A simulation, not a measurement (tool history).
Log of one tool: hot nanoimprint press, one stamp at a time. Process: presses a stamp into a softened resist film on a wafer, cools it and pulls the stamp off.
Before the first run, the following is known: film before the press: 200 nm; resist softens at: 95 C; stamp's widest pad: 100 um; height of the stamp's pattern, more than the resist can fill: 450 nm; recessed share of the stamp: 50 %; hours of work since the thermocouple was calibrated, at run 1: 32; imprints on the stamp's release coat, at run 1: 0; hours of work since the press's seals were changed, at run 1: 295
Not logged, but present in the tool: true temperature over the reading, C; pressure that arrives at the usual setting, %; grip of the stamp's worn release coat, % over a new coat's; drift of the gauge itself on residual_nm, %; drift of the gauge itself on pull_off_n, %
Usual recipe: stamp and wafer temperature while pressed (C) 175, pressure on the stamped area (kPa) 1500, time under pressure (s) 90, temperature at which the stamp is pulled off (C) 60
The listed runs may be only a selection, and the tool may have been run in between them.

run,hour,stamp and wafer temperature while pressed (C),pressure on the stamped area (kPa),time under pressure (s),temperature at which the stamp is pulled off (C),hours of work since the thermocouple was calibrated,imprints on the stamp's release coat,hours of work since the press's seals were changed,resist left under the stamp's widest pad (angstrom),greatest force while the stamp is pulled off (N)
1,0,175,1500,90,60,32,0,295,901,141
2,37.9,175,1500,90,60,54,137,317,903,148
3,78.3,166,1500,90,60,77,283,341,1136,144
4,112.7,166,1500,90,60,97,408,361,1138,150
5,155.3,175,1500,90,58,122,561,385,907,150
6,185.4,175,1500,90,58,140,670,403,908,148
7,213.6,175,1500,90,60,156,772,419,908,142
8,256.2,175,1500,90,60,181,926,444,906,143
9,277.4,175,1500,90,60,193,1003,456,904,140
10,310.6,175,1500,90,60,212,1123,476,906,143
11,328.5,175,1500,90,60,223,1188,486,907,142
# hour 338.6: stamp cleaned and given a new release coat
12,375.7,175,1450,90,60,247,135,510,925,143
13,404.6,175,1450,90,60,264,239,527,924,146
14,424.5,175,1500,90,60,275,311,539,915,140
15,463.9,175,1500,90,60,298,453,562,915,140
# hour 497.1: press's hydraulic seals changed and the load cell set to zero
16,514.7,183,990,90,61,323,608,10,910,140
17,549.9,183,990,90,61,344,735,31,918,140
# hour 586: gauge calibrated
18,587.8,175,2260,90,54,366,872,53,740,171
19,616.1,185,2260,90,57,382,975,69,564,149
20,647.7,184,2260,168,57,400,1089,88,448,159
21,674.4,184,2260,168,57,416,1185,103,447,155
# hour 685.7: stamp cleaned and given a new release coat
22,722.8,185,2260,160,57,441,134,128,444,156
23,748.8,175,1500,45,52,456,227,143,1156,169
# hour 759.9: plate thermocouple calibrated
24,773.8,175,1500,45,52,8,307,156,1151,173
25,803.1,175,1340,45,52,25,413,173,1204,173
26,823.5,175,1500,69,62,37,487,185,1001,136
27,857.1,175,2080,50,50,57,608,204,968,185
28,882.6,175,970,50,50,71,701,219,1311,177
29,915.4,175,1050,72,60,91,819,238,1148,149
30,939.9,175,1050,72,60,105,908,252,1146,143

3 options for the next run, each taken on its own from the tool as it stands now. Forecast them:
A,981.3,175,1760,90,60,129,1057,277,?,?
B,981.3,175,1500,78,50,129,1057,277,?,?
C,981.3,167,1640,90,62,129,1057,277,?,?

run,resist left under the stamp's widest pad (angstrom),greatest force while the stamp is pulled off (N)
A,848,144
B,961,182
C,1079,139
With no hidden state in the tool, these same runs would have given:
run,resist left under the stamp's widest pad (angstrom),greatest force while the stamp is pulled off (N)
A,838,143
B,949,181
C,1066,137
